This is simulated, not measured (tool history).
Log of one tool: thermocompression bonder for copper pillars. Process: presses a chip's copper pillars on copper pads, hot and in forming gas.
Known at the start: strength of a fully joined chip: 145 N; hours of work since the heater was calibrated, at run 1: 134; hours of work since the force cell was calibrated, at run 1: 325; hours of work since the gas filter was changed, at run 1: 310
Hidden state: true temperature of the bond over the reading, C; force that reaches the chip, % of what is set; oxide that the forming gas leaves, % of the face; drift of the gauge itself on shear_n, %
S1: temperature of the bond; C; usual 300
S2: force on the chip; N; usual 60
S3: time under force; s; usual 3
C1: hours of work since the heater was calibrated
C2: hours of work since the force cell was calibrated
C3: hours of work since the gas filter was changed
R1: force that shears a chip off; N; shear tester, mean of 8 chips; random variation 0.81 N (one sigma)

{"run": 1, "hour": 0.0, "S1": 300, "S2": 60, "S3": 3, "C1": 134, "C2": 325, "C3": 310, "R1": 58.7}
{"run": 2, "hour": 11.3, "S1": 306, "S2": 60, "S3": 3, "C1": 140, "C2": 330, "C3": 316, "R1": 63.8}
{"run": 3, "hour": 16.3, "S1": 300, "S2": 60, "S3": 4, "C1": 143, "C2": 333, "C3": 318, "R1": 66.2}
{"run": 4, "hour": 21.3, "S1": 300, "S2": 52, "S3": 4, "C1": 145, "C2": 336, "C3": 321, "R1": 61.4}
{"run": 5, "hour": 27.2, "S1": 300, "S2": 52, "S3": 9, "C1": 148, "C2": 339, "C3": 324, "R1": 81.7}
{"run": 6, "hour": 36.6, "S1": 300, "S2": 48, "S3": 3, "C1": 153, "C2": 343, "C3": 329, "R1": 52.9}
{"run": 7, "hour": 45.7, "S1": 299, "S2": 60, "S3": 3, "C1": 158, "C2": 348, "C3": 334, "R1": 58.4}
{"run": 8, "hour": 50.5, "S1": 285, "S2": 60, "S3": 3, "C1": 160, "C2": 351, "C3": 336, "R1": 48.1}
{"run": 9, "hour": 55.6, "S1": 285, "S2": 60, "S3": 3, "C1": 163, "C2": 353, "C3": 339, "R1": 49.7}
{"run": 10, "hour": 61.9, "S1": 285, "S2": 60, "S3": 3, "C1": 166, "C2": 357, "C3": 342, "R1": 48.6}
{"run": 11, "hour": 69.9, "S1": 300, "S2": 60, "S3": 3, "C1": 170, "C2": 361, "C3": 346, "R1": 58.2}
{"run": 12, "hour": 80.0, "S1": 300, "S2": 60, "S3": 3, "C1": 175, "C2": 366, "C3": 351, "R1": 58.7}
{"run": 13, "hour": 87.6, "S1": 300, "S2": 60, "S3": 2, "C1": 179, "C2": 370, "C3": 355, "R1": 52.4}
{"run": 14, "hour": 97.5, "S1": 300, "S2": 60, "S3": 2, "C1": 185, "C2": 375, "C3": 360, "R1": 50.4}
{"run": 15, "hour": 106.8, "S1": 300, "S2": 60, "S3": 3, "C1": 189, "C2": 380, "C3": 365, "R1": 58.1}
{"run": 16, "hour": 118.1, "S1": 300, "S2": 80, "S3": 3, "C1": 195, "C2": 386, "C3": 371, "R1": 68.8}
{"run": 17, "hour": 124.9, "S1": 300, "S2": 60, "S3": 3, "C1": 199, "C2": 389, "C3": 375, "R1": 57.6}
{"run": 18, "hour": 132.8, "S1": 300, "S2": 60, "S3": 3, "C1": 203, "C2": 393, "C3": 379, "R1": 60.4}
{"run": 19, "hour": 137.9, "S1": 300, "S2": 60, "S3": 3, "C1": 205, "C2": 396, "C3": 381, "R1": 58.8}
{"hour": 143.9, "done": "forming gas filter changed"}
{"run": 20, "hour": 144.2, "S1": 300, "S2": 60, "S3": 3, "C1": 208, "C2": 399, "C3": 0, "R1": 62.4}
{"run": 21, "hour": 155.2, "S1": 320, "S2": 60, "S3": 3, "C1": 214, "C2": 405, "C3": 6, "R1": 76.4}
{"run": 22, "hour": 163.6, "S1": 320, "S2": 60, "S3": 3, "C1": 218, "C2": 409, "C3": 10, "R1": 75.0}
{"hour": 165.7, "done": "force cell calibrated"}
{"run": 23, "hour": 174.6, "S1": 310, "S2": 63, "S3": 3, "C1": 223, "C2": 5, "C3": 15, "R1": 67.8}
{"run": 24, "hour": 179.4, "S1": 310, "S2": 63, "S3": 2, "C1": 226, "C2": 7, "C3": 18, "R1": 58.4}
{"hour": 189.5, "done": "force cell calibrated, once more"}
{"run": 25, "hour": 192.2, "S1": 319, "S2": 60, "S3": 7, "C1": 232, "C2": 1, "C3": 23, "R1": 97.4}
{"run": 26, "hour": 202.4, "S1": 319, "S2": 58, "S3": 7, "C1": 237, "C2": 7, "C3": 29, "R1": 96.7}
{"run": 27, "hour": 212.3, "S1": 319, "S2": 58, "S3": 7, "C1": 242, "C2": 12, "C3": 34, "R1": 96.5}
{"run": 28, "hour": 222.8, "S1": 300, "S2": 50, "S3": 3, "C1": 248, "C2": 17, "C3": 39, "R1": 56.0}
{"run": 29, "hour": 231.7, "S1": 270, "S2": 54, "S3": 3, "C1": 252, "C2": 22, "C3": 44, "R1": 37.6}
{"run": 30, "hour": 236.7, "S1": 270, "S2": 54, "S3": 6, "C1": 255, "C2": 24, "C3": 46, "R1": 49.8}
{"run": 31, "hour": 243.8, "S1": 270, "S2": 54, "S3": 6, "C1": 258, "C2": 28, "C3": 50, "R1": 50.6}
{"run": 32, "hour": 254.0, "S1": 270, "S2": 54, "S3": 6, "C1": 264, "C2": 33, "C3": 55, "R1": 49.4}
{"run": 33, "hour": 260.7, "S1": 283, "S2": 52, "S3": 2, "C1": 267, "C2": 37, "C3": 59, "R1": 37.4}
{"run": 34, "hour": 269.9, "S1": 283, "S2": 52, "S3": 2, "C1": 272, "C2": 42, "C3": 64, "R1": 37.4}
{"run": 35, "hour": 279.5, "S1": 329, "S2": 47, "S3": 2, "C1": 277, "C2": 47, "C3": 69, "R1": 64.5}
{"run": 36, "hour": 289.5, "S1": 330, "S2": 49, "S3": 5, "C1": 282, "C2": 52, "C3": 74, "R1": 89.4}
{"run": 37, "hour": 298.7, "S1": 295, "S2": 75, "S3": 8, "C1": 287, "C2": 57, "C3": 79, "R1": 87.5}
{"run": 38, "hour": 308.8, "S1": 295, "S2": 75, "S3": 8, "C1": 292, "C2": 62, "C3": 84, "R1": 87.2}
{"run": 39, "hour": 319.6, "S1": 289, "S2": 58, "S3": 2, "C1": 298, "C2": 67, "C3": 89, "R1": 42.8}
{"run": 40, "hour": 327.1, "S1": 289, "S2": 58, "S3": 2, "C1": 302, "C2": 71, "C3": 93, "R1": 44.2}

The same runs without the tool's hidden state, with the same run-to-run variation:
run=1 R1=62.4
run=2 R1=67.7
run=3 R1=70.4
run=4 R1=65.3
run=5 R1=86.5
run=6 R1=56.4
run=7 R1=62.3
run=8 R1=51.7
run=9 R1=53.3
run=10 R1=52.2
run=11 R1=62.2
run=12 R1=62.9
run=13 R1=56.2
run=14 R1=54.2
run=15 R1=62.4
run=16 R1=73.8
run=17 R1=62.1
run=18 R1=65.1
run=19 R1=63.4
run=20 R1=65.4
run=21 R1=79.6
run=22 R1=78.3
run=23 R1=71.2
run=24 R1=61.5
run=25 R1=99.9
run=26 R1=99.2
run=27 R1=99.1
run=28 R1=58.3
run=29 R1=39.5
run=30 R1=52.1
run=31 R1=53.0
run=32 R1=51.8
run=33 R1=39.3
run=34 R1=39.4
run=35 R1=67.2
run=36 R1=92.5
run=37 R1=91.0
run=38 R1=90.8
run=39 R1=45.2
run=40 R1=46.7

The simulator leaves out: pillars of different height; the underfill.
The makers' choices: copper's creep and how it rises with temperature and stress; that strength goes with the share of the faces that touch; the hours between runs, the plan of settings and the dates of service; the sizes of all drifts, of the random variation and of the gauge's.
